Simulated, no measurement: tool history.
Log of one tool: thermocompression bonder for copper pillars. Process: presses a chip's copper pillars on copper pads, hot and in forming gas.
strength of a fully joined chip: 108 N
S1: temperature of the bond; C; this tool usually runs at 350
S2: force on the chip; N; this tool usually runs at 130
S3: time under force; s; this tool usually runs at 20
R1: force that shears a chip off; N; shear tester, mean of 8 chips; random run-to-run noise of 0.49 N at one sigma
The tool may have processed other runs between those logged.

Run 1, hour 0: usual settings. Result: R1 62.9 N.
Run 2, hour 53.6: usual settings. Result: R1 62.1 N.
Run 3, hour 94.1: usual settings but S2 188 N. Result: R1 80.4 N.
Run 4, hour 190.3: usual settings but S2 188 N. Result: R1 78 N.
Run 5, hour 272.1: usual settings but S1 349 C. Result: R1 62.2 N.
Run 6, hour 350.9: usual settings. Result: R1 61.2 N.
Run 7, hour 431: usual settings. Result: R1 60.7 N.
Run 8, hour 490.4: usual settings. Result: R1 59.1 N.
Run 9, hour 531.1: usual settings. Result: R1 62.3 N.
Run 10, hour 620.3: usual settings. Result: R1 60.2 N.
Run 11, hour 680.4: usual settings. Result: R1 60.7 N.
Run 12, hour 733.2: usual settings. Result: R1 60 N.
Run 13, hour 794.6: usual settings. Result: R1 60.8 N.
Run 14, hour 879.8: usual settings but S2 114 N. Result: R1 53.4 N.
Run 15, hour 967.2: usual settings but S2 114 N. Result: R1 53.6 N.
Run 16, hour 1055.5: usual settings. Result: R1 60.5 N.
Run 17, hour 1118.1: usual settings. Result: R1 59.3 N.
Run 18, hour 1184.8: usual settings. Result: R1 59.7 N.
Run 19, hour 1278.6: usual settings. Result: R1 58.3 N.
Run 20, hour 1377.3: usual settings. Result: R1 59.2 N.
Run 21, hour 1417.5: usual settings but S1 330 C, S3 38 s. Result: R1 58.9 N.
Run 22, hour 1514.2: usual settings but S1 362 C, S2 88 N, S3 12 s. Result: R1 39.1 N.
Run 23, hour 1573.5: usual settings but S1 352 C, S3 13 s. Result: R1 50.8 N.
Run 24, hour 1669.5: usual settings but S2 161 N, S3 16 s. Result: R1 71.9 N.
Run 25, hour 1732.5: usual settings but S1 334 C, S2 92 N, S3 12 s. Result: R1 32.4 N.
Run 26, hour 1813.5: usual settings but S1 334 C, S2 92 N, S3 12 s. Result: R1 31.8 N.
Run 27, hour 1874.1: usual settings but S1 334 C, S2 92 N, S3 12 s. Result: R1 31.3 N.
Run 28, hour 1939.8: usual settings but S1 334 C, S2 92 N, S3 12 s. Result: R1 32.7 N.
Run 29, hour 2014.6: usual settings but S1 365 C, S3 11 s. Result: R1 61.4 N.
Run 30, hour 2065.8: usual settings but S1 357 C, S2 169 N, S3 43 s. Result: R1 93.1 N.
Run 31, hour 2124.6: usual settings but S1 357 C, S2 169 N, S3 43 s. Result: R1 92.2 N.
Run 32, hour 2175.9: usual settings but S1 359 C. Result: R1 69.7 N.
Run 33, hour 2219.8: usual settings but S3 57 s. Result: R1 84.6 N.
Run 34, hour 2299.1: usual settings but S3 57 s. Result: R1 83.4 N.
Run 35, hour 2377.3: usual settings but S1 327 C, S3 57 s. Result: R1 69.9 N.
Run 36, hour 2425.7: usual settings but S1 327 C, S2 172 N, S3 57 s. Result: R1 82 N.
Run 37, hour 2495.6: usual settings but S1 367 C, S2 158 N, S3 49 s. Result: R1 94.4 N.
Run 38, hour 2550.3: usual settings but S1 367 C, S2 158 N, S3 49 s. Result: R1 93.7 N.
Run 39, hour 2609.7: usual settings but S1 369 C, S2 143 N, S3 36 s. Result: R1 86.3 N.

Withheld: 11 entries from between the runs. Position of each, and hidden state at the listed run before versus the listed run after:
Runs 4 to 5: forming gas filter changed (hour 232.6)
  true temperature of the bond over the reading, C: -5.9 -> -6.2; force that reaches the chip, % of what is set: 104 -> 104.2; oxide that the forming gas leaves, % of the face: 2.76 -> 1.1
  measured result minus the result with no hidden state, R1: -3.4 -> -2.2 N
Runs 8 to 9: forming gas filter changed (hour 506.3)
  true temperature of the bond over the reading, C: -7.2 -> -7.4; oxide that the forming gas leaves, % of the face: 3.23 -> 0.75
  measured result minus the result with no hidden state, R1: -4 -> -2.5 N
Runs 12 to 13: forming gas filter changed (hour 780.9)
  true temperature of the bond over the reading, C: -8.3 -> -8.6; force that reaches the chip, % of what is set: 104.8 -> 104.9; oxide that the forming gas leaves, % of the face: 2.81 -> 0.78
  measured result minus the result with no hidden state, R1: -4.2 -> -3 N
Runs 15 to 16: forming gas filter changed (hour 1055.5)
  true temperature of the bond over the reading, C: -9.4 -> -9.8; force that reaches the chip, % of what is set: 105.2 -> 105.3; oxide that the forming gas leaves, % of the face: 2.45 -> 0.58
  measured result minus the result with no hidden state, R1: -4.3 -> -3.5 N
Runs 19 to 20: forming gas filter changed (hour 1334.5)
  true temperature of the bond over the reading, C: -10.8 -> -11.2; force that reaches the chip, % of what is set: 105.6 -> 105.7; oxide that the forming gas leaves, % of the face: 2.69 -> 1.01
  measured result minus the result with no hidden state, R1: -5.3 -> -4.5 N
Runs 23 to 24: heater calibrated with a thermocouple chip (hour 1597.1); forming gas filter changed (hour 1610)
  true temperature of the bond over the reading, C: -12 -> -1; force that reaches the chip, % of what is set: 106 -> 106.2; oxide that the forming gas leaves, % of the face: 3.04 -> 1.19
  measured result minus the result with no hidden state, R1: -5.7 -> +1.9 N
Runs 27 to 28: forming gas filter changed (hour 1888.8)
  true temperature of the bond over the reading, C: -1.9 -> -2.2; force that reaches the chip, % of what is set: 106.5 -> 106.6; oxide that the forming gas leaves, % of the face: 3.21 -> 1.02
  measured result minus the result with no hidden state, R1: +0.4 -> +1 N
Runs 31 to 32: forming gas filter changed (hour 2162)
  true temperature of the bond over the reading, C: -3 -> -3.2; force that reaches the chip, % of what is set: 106.8 -> 106.9; oxide that the forming gas leaves, % of the face: 2.86 -> 0.86
  measured result minus the result with no hidden state, R1: -1.2 -> +1.1 N
Runs 36 to 37: forming gas filter changed (hour 2437.3); force cell calibrated (hour 2443.8)
  true temperature of the bond over the reading, C: -4.4 -> -4.7; force that reaches the chip, % of what is set: 107.3 -> 100.3; oxide that the forming gas leaves, % of the face: 3.32 -> 1.33
  measured result minus the result with no hidden state, R1: -1.8 -> -2.4 N
